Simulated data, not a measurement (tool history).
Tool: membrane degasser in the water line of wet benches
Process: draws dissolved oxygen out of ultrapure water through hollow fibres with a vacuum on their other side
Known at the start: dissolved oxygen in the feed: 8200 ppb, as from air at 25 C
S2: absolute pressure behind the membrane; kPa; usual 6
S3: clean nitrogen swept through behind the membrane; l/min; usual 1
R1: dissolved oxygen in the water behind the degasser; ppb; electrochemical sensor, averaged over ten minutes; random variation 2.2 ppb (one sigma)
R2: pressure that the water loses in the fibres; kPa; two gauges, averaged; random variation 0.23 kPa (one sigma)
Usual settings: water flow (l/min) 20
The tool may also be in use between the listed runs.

{"run": 1, "hour": 0.0, "water flow (l/min)": 20, "S2": 6, "S3": 1, "R1": 212.6, "R2": 60.12}
{"run": 2, "hour": 43.7, "water flow (l/min)": 20, "S2": 6, "S3": 1, "R1": 213.7, "R2": 60.23}
{"run": 3, "hour": 84.4, "water flow (l/min)": 20, "S2": 6, "S3": 1, "R1": 211, "R2": 59.42}
{"run": 4, "hour": 136.5, "water flow (l/min)": 20, "S2": 6, "S3": 1, "R1": 214.9, "R2": 59.65}
{"run": 5, "hour": 182.7, "water flow (l/min)": 20, "S2": 6, "S3": 1, "R1": 212.4, "R2": 59.9}
{"run": 6, "hour": 220.2, "water flow (l/min)": 20, "S2": 5.45, "S3": 1, "R1": 193.6, "R2": 60.11}
{"run": 7, "hour": 243.0, "water flow (l/min)": 12, "S2": 6, "S3": 1, "R1": 100.3, "R2": 36.07}
{"run": 8, "hour": 281.8, "water flow (l/min)": 20, "S2": 9.38, "S3": 1, "R1": 359.2, "R2": 59.51}
{"run": 9, "hour": 319.1, "water flow (l/min)": 20, "S2": 9.38, "S3": 1, "R1": 353.9, "R2": 59.98}
{"run": 10, "hour": 351.3, "water flow (l/min)": 20, "S2": 6, "S3": 1, "R1": 213.1, "R2": 59.54}
{"run": 11, "hour": 378.0, "water flow (l/min)": 20, "S2": 6, "S3": 0.62, "R1": 277, "R2": 59.84}
{"run": 12, "hour": 402.0, "water flow (l/min)": 20, "S2": 6, "S3": 0.62, "R1": 278, "R2": 60.31}
{"run": 13, "hour": 443.5, "water flow (l/min)": 20, "S2": 6, "S3": 1, "R1": 218.3, "R2": 59.95}
{"run": 14, "hour": 467.1, "water flow (l/min)": 20, "S2": 6, "S3": 1, "R1": 219.9, "R2": 60.19}
{"run": 15, "hour": 500.9, "water flow (l/min)": 20, "S2": 6, "S3": 1, "R1": 216.8, "R2": 59.91}
{"run": 16, "hour": 544.1, "water flow (l/min)": 28, "S2": 7.41, "S3": 0.65, "R1": 531.2, "R2": 83.41}
{"run": 17, "hour": 585.7, "water flow (l/min)": 15, "S2": 4.35, "S3": 0.85, "R1": 88.7, "R2": 45.07}
{"run": 18, "hour": 620.9, "water flow (l/min)": 20, "S2": 10.4, "S3": 0.6, "R1": 558, "R2": 59.79}
{"run": 19, "hour": 662.2, "water flow (l/min)": 18, "S2": 10.36, "S3": 1, "R1": 349.7, "R2": 54.27}
{"run": 20, "hour": 697.2, "water flow (l/min)": 18, "S2": 12.03, "S3": 1.75, "R1": 280.1, "R2": 53.9}
{"run": 21, "hour": 745.7, "water flow (l/min)": 18, "S2": 13.55, "S3": 1.75, "R1": 309.4, "R2": 54.03}
{"run": 22, "hour": 782.0, "water flow (l/min)": 20, "S2": 6.04, "S3": 2.01, "R1": 156.2, "R2": 59.91}
{"run": 23, "hour": 829.2, "water flow (l/min)": 13, "S2": 11.11, "S3": 0.71, "R1": 346, "R2": 39.11}
{"run": 24, "hour": 857.2, "water flow (l/min)": 20, "S2": 4.27, "S3": 1, "R1": 142.4, "R2": 59.88}
{"run": 25, "hour": 891.1, "water flow (l/min)": 16, "S2": 7.18, "S3": 0.48, "R1": 320.2, "R2": 47.77}
{"run": 26, "hour": 940.2, "water flow (l/min)": 16, "S2": 7.18, "S3": 0.49, "R1": 316.7, "R2": 47.51}
{"run": 27, "hour": 989.7, "water flow (l/min)": 29, "S2": 6, "S3": 1.37, "R1": 344.9, "R2": 86.77}
{"run": 28, "hour": 1033.8, "water flow (l/min)": 29, "S2": 6, "S3": 1.37, "R1": 339.4, "R2": 86.85}
{"run": 29, "hour": 1062.8, "water flow (l/min)": 20, "S2": 6, "S3": 1.41, "R1": 183.3, "R2": 59.6}

5 ways to go on from here, each from the tool as it stands after run 29. What would each give?
{"run": "A", "hour": 1085.1, "water flow (l/min)": 17, "S2": 6, "S3": 1.67, "R1": "?", "R2": "?"}
{"run": "B", "hour": 1085.1, "water flow (l/min)": 20, "S2": 4.93, "S3": 0.96, "R1": "?", "R2": "?"}
{"run": "C", "hour": 1085.1, "water flow (l/min)": 14, "S2": 5.41, "S3": 0.52, "R1": "?", "R2": "?"}
{"run": "D", "hour": 1085.1, "water flow (l/min)": 14, "S2": 6, "S3": 1.41, "R1": "?", "R2": "?"}
{"run": "E", "hour": 1085.1, "water flow (l/min)": 13, "S2": 14.74, "S3": 1, "R1": "?", "R2": "?"}

run=A R1=127.7 R2=50.84
run=B R1=175.2 R2=59.75
run=C R1=162 R2=42.07
run=D R1=102.5 R2=42.23
run=E R1=363.8 R2=39.08
Without the tool's hidden state the same runs would have given:
run=A R1=127.5 R2=50.82
run=B R1=175 R2=59.73
run=C R1=161.8 R2=42.06
run=D R1=102.3 R2=42.21
run=E R1=363.6 R2=39.06
